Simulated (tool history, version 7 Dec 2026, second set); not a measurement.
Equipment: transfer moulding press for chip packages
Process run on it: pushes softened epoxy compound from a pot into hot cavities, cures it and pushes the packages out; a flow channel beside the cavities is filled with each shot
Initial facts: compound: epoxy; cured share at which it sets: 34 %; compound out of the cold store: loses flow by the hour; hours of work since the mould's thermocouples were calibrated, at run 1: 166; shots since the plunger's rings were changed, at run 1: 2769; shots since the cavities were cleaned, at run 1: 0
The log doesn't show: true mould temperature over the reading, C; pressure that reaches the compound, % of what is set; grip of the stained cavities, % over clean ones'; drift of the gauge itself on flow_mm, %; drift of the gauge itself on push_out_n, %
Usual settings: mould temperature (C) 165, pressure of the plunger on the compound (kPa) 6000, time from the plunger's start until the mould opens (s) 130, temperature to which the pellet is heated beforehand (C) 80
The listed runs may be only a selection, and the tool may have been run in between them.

run	hour	mould temperature (C)	pressure of the plunger on the compound (kPa)	time from the plunger's start until the mould opens (s)	temperature to which the pellet is heated beforehand (C)	hours of work since the mould's thermocouples were calibrated	shots since the plunger's rings were changed	shots since the cavities were cleaned	incoming compound's hours out of the cold store	length that the compound runs in the flow channel (mm)	greatest force on the pins that push the packages out (N)
1	0	165	6000	130	80	166	2769	0	46.6	749	269
2	12.2	165	6000	130	80	173	2868	99	18.8	888	312
3	22.9	165	5680	130	80	179	2956	187	10.3	919	347
4	37.4	165	5680	130	80	187	3074	305	9.7	905	385
5	48.4	165	6000	130	80	193	3164	395	18.3	881	389
6	61.4	165	5320	130	80	201	3271	502	12	856	440
7	74.7	165	5320	130	80	208	3379	610	44	707	411
8	88.7	165	5320	130	80	216	3494	725	38	728	450
9	104.3	165	5320	130	80	225	3621	852	41.4	707	468
10	110.6	169	6000	130	80	229	3673	904	21.7	840	435
11	125.2	165	6000	130	80	237	3792	1023	37.6	776	471
12	134.2	165	6000	130	84	242	3865	1096	23.9	844	504
# hour 139.9: cavities cleaned with cleaning compound and waxed
13	145.6	165	6000	130	84	248	3947	47	19.4	859	289
14	159.6	165	6000	130	80	256	4061	161	37.6	763	301
15	166.3	165	6000	130	80	260	4115	215	19.6	859	366

What will run 16 give?
16	178.5	165	7470	130	80	267	4215	315	40.5	?	?

length that the compound runs in the flow channel (mm): 834
greatest force on the pins that push the packages out (N): 357
On a tool with no hidden condition, and with the same random variation, this run would have come out at length that the compound runs in the flow channel (mm) 908, greatest force on the pins that push the packages out (N) 259.
